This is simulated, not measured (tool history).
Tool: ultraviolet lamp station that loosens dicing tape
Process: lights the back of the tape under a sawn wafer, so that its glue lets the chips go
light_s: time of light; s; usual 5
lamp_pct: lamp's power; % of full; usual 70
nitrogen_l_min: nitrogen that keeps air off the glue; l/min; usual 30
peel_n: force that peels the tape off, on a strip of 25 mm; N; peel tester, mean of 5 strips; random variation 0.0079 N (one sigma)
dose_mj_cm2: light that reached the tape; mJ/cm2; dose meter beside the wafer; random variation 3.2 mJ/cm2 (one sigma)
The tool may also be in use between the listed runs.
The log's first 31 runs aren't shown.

| run | hour | light_s | lamp_pct | nitrogen_l_min | hours of work of the lamp | hours of work since the window was cleaned | peel_n | dose_mj_cm2 |
|---|---|---|---|---|---|---|---|---|
| 32 | 769.8 | 3 | 67 | 23 | 962 | 95 | 1.135 | 239 |
| 33 | 800.4 | 3 | 67 | 23 | 981 | 114 | 1.041 | 234 |
| 34 | 818.4 | 3 | 92 | 13 | 991 | 125 | 1.038 | 322 |
| 35 | 854.4 | 3 | 92 | 13 | 1013 | 146 | 0.999 | 319 |
| 36 | 891.4 | 5 | 71 | 24 | 1035 | 169 | 0.506 | 396 |
| 37 | 921.8 | 2 | 70 | 10 | 1054 | 187 | 2.019 | 152 |
| 38 | 951.4 | 9 | 68 | 23 | 1072 | 205 | 0.248 | 670 |
| 39 | 972.8 | 4 | 68 | 18 | 1084 | 218 | 0.941 | 302 |
| 40 | 991.8 | 4 | 68 | 28 | 1096 | 229 | 0.731 | 298 |
| 41 | 1023.2 | 5 | 68 | 32 | 1115 | 248 | 0.493 | 370 |
| 42 | 1052.9 | 5 | 68 | 11 | 1133 | 266 | 0.992 | 363 |
| 43 | 1086.7 | 5 | 85 | 21 | 1153 | 286 | 0.470 | 449 |
| 44 | 1110.3 | 3 | 70 | 18 | 1167 | 301 | 1.290 | 218 |

Forecast each of these 3 alternatives for the next run:
|  | 1132.3 | window cleaned of glue's vapour |
| A | 1134.7 | 6 | 98 | 30 | 1182 | 1 | ? | ? |
|  | 1132.3 | window cleaned of glue's vapour |
| B | 1134.7 | 5 | 70 | 30 | 1182 | 1 | ? | ? |
|  | 1132.3 | window cleaned of glue's vapour |
| C | 1134.7 | 8 | 81 | 12 | 1182 | 1 | ? | ? |

| run | peel_n | dose_mj_cm2 |
|---|---|---|
| A | 0.203 | 694 |
| B | 0.416 | 413 |
| C | 0.297 | 762 |
Without the tool's hidden state the same runs would have given:
| run | peel_n | dose_mj_cm2 |
|---|---|---|
| A | 0.176 | 847 |
| B | 0.303 | 504 |
| C | 0.228 | 929 |
